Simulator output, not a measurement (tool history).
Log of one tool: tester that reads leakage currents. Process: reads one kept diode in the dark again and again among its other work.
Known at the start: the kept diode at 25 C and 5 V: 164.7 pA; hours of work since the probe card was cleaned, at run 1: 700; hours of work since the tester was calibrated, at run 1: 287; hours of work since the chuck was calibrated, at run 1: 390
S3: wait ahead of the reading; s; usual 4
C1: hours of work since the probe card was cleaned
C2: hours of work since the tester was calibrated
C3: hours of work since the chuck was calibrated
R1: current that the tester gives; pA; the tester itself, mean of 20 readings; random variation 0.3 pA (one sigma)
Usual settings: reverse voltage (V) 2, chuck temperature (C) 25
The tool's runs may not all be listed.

{"run": 1, "hour": 0.0, "reverse voltage (V)": 2, "chuck temperature (C)": 25, "S3": 4, "C1": 700, "C2": 287, "C3": 390, "R1": 102.6}
{"run": 2, "hour": 45.1, "reverse voltage (V)": 2, "chuck temperature (C)": 25, "S3": 4, "C1": 731, "C2": 318, "C3": 421, "R1": 102.84}
{"run": 3, "hour": 83.5, "reverse voltage (V)": 1.63, "chuck temperature (C)": 25, "S3": 4, "C1": 757, "C2": 344, "C3": 447, "R1": 91.34}
{"run": 4, "hour": 118.4, "reverse voltage (V)": 1.63, "chuck temperature (C)": 25, "S3": 4, "C1": 781, "C2": 367, "C3": 471, "R1": 91.87}
{"run": 5, "hour": 167.1, "reverse voltage (V)": 2, "chuck temperature (C)": 25, "S3": 0.74, "C1": 814, "C2": 401, "C3": 504, "R1": 104.13}
{"run": 6, "hour": 217.3, "reverse voltage (V)": 8.6, "chuck temperature (C)": 25, "S3": 4, "C1": 848, "C2": 435, "C3": 538, "R1": 242.23}
{"run": 7, "hour": 244.8, "reverse voltage (V)": 2, "chuck temperature (C)": 20, "S3": 4, "C1": 867, "C2": 453, "C3": 557, "R1": 67.15}
{"run": 8, "hour": 271.9, "reverse voltage (V)": 2, "chuck temperature (C)": 22, "S3": 4, "C1": 885, "C2": 472, "C3": 575, "R1": 81.01}
{"run": 9, "hour": 305.9, "reverse voltage (V)": 2, "chuck temperature (C)": 25, "S3": 4, "C1": 908, "C2": 495, "C3": 598, "R1": 105.24}
{"run": 10, "hour": 341.1, "reverse voltage (V)": 2, "chuck temperature (C)": 25, "S3": 4, "C1": 932, "C2": 519, "C3": 622, "R1": 105.14}
{"run": 11, "hour": 393.6, "reverse voltage (V)": 2, "chuck temperature (C)": 25, "S3": 4, "C1": 968, "C2": 554, "C3": 658, "R1": 105.34}
{"run": 12, "hour": 418.4, "reverse voltage (V)": 2, "chuck temperature (C)": 25, "S3": 0.55, "C1": 985, "C2": 571, "C3": 675, "R1": 106.85}
{"run": 13, "hour": 460.9, "reverse voltage (V)": 2, "chuck temperature (C)": 25, "S3": 0.55, "C1": 1013, "C2": 600, "C3": 703, "R1": 106.85}
{"run": 14, "hour": 493.8, "reverse voltage (V)": 2, "chuck temperature (C)": 25, "S3": 0.55, "C1": 1036, "C2": 623, "C3": 726, "R1": 107.35}
{"run": 15, "hour": 519.2, "reverse voltage (V)": 2, "chuck temperature (C)": 25, "S3": 0.55, "C1": 1053, "C2": 640, "C3": 743, "R1": 107.42}
{"run": 16, "hour": 569.2, "reverse voltage (V)": 2, "chuck temperature (C)": 25, "S3": 0.55, "C1": 1087, "C2": 674, "C3": 777, "R1": 107.99}
{"hour": 598.8, "done": "chuck's temperature calibrated"}
{"run": 17, "hour": 604.9, "reverse voltage (V)": 2, "chuck temperature (C)": 25, "S3": 0.55, "C1": 1110, "C2": 697, "C3": 4, "R1": 102.47}
{"run": 18, "hour": 643.7, "reverse voltage (V)": 2, "chuck temperature (C)": 58, "S3": 4, "C1": 1136, "C2": 723, "C3": 31, "R1": 1439.44}
{"run": 19, "hour": 699.4, "reverse voltage (V)": 3.34, "chuck temperature (C)": 21, "S3": 0.55, "C1": 1174, "C2": 761, "C3": 68, "R1": 99.02}
{"run": 20, "hour": 722.4, "reverse voltage (V)": 5.5, "chuck temperature (C)": 21, "S3": 1.98, "C1": 1190, "C2": 777, "C3": 84, "R1": 132.67}
{"run": 21, "hour": 768.9, "reverse voltage (V)": 2, "chuck temperature (C)": 51, "S3": 2.65, "C1": 1221, "C2": 808, "C3": 116, "R1": 862.71}
{"run": 22, "hour": 823.5, "reverse voltage (V)": 2.41, "chuck temperature (C)": 37, "S3": 1.52, "C1": 1258, "C2": 845, "C3": 153, "R1": 317.16}
{"run": 23, "hour": 865.3, "reverse voltage (V)": 1.99, "chuck temperature (C)": 45, "S3": 0.94, "C1": 1287, "C2": 874, "C3": 181, "R1": 543.21}
{"run": 24, "hour": 909.0, "reverse voltage (V)": 14.88, "chuck temperature (C)": 30, "S3": 5.87, "C1": 1317, "C2": 903, "C3": 211, "R1": 510.43}
{"run": 25, "hour": 947.8, "reverse voltage (V)": 1.09, "chuck temperature (C)": 38, "S3": 4.36, "C1": 1343, "C2": 930, "C3": 237, "R1": 220.13}
{"run": 26, "hour": 991.8, "reverse voltage (V)": 2, "chuck temperature (C)": 27, "S3": 9.07, "C1": 1373, "C2": 960, "C3": 267, "R1": 124.17}
{"run": 27, "hour": 1025.3, "reverse voltage (V)": 2, "chuck temperature (C)": 27, "S3": 9.07, "C1": 1396, "C2": 982, "C3": 290, "R1": 124.35}
{"run": 28, "hour": 1056.3, "reverse voltage (V)": 1.53, "chuck temperature (C)": 24, "S3": 9.89, "C1": 1417, "C2": 1004, "C3": 311, "R1": 82.12}
{"run": 29, "hour": 1107.7, "reverse voltage (V)": 1.59, "chuck temperature (C)": 39, "S3": 0.36, "C1": 1452, "C2": 1038, "C3": 346, "R1": 302.09}
{"hour": 1130.5, "done": "probe card cleaned and baked"}
{"run": 30, "hour": 1151.1, "reverse voltage (V)": 1.34, "chuck temperature (C)": 57, "S3": 4.01, "C1": 14, "C2": 1066, "C3": 373, "R1": 1089.91}
{"run": 31, "hour": 1178.0, "reverse voltage (V)": 1.21, "chuck temperature (C)": 20, "S3": 2.33, "C1": 32, "C2": 1084, "C3": 392, "R1": 48.2}
{"run": 32, "hour": 1209.5, "reverse voltage (V)": 1.21, "chuck temperature (C)": 20, "S3": 1.12, "C1": 54, "C2": 1106, "C3": 413, "R1": 48.31}
{"run": 33, "hour": 1259.6, "reverse voltage (V)": 2, "chuck temperature (C)": 24, "S3": 3.53, "C1": 88, "C2": 1140, "C3": 447, "R1": 92.85}
{"run": 34, "hour": 1290.6, "reverse voltage (V)": 2, "chuck temperature (C)": 24, "S3": 3.53, "C1": 109, "C2": 1161, "C3": 468, "R1": 92.99}
{"run": 35, "hour": 1338.0, "reverse voltage (V)": 2, "chuck temperature (C)": 24, "S3": 3.53, "C1": 141, "C2": 1193, "C3": 500, "R1": 93.1}

4 ways to go on from here, each from the tool as it stands after run 35. What would each give?
{"run": "A", "hour": 1380.6, "reverse voltage (V)": 16.68, "chuck temperature (C)": 33, "S3": 3.53, "C1": 170, "C2": 1222, "C3": 529, "R1": "?"}
{"run": "B", "hour": 1380.6, "reverse voltage (V)": 4.92, "chuck temperature (C)": 57, "S3": 9.32, "C1": 170, "C2": 1222, "C3": 529, "R1": "?"}
{"run": "C", "hour": 1380.6, "reverse voltage (V)": 3.67, "chuck temperature (C)": 50, "S3": 0.41, "C1": 170, "C2": 1222, "C3": 529, "R1": "?"}
{"run": "D", "hour": 1380.6, "reverse voltage (V)": 1.54, "chuck temperature (C)": 54, "S3": 4, "C1": 170, "C2": 1222, "C3": 529, "R1": "?"}

run=A R1=682.35
run=B R1=2294.02
run=C R1=1144.81
run=D R1=957.24
Without the tool's hidden state the same runs would have given:
run=A R1=657.42
run=B R1=2234.23
run=C R1=1113.49
run=D R1=932.03
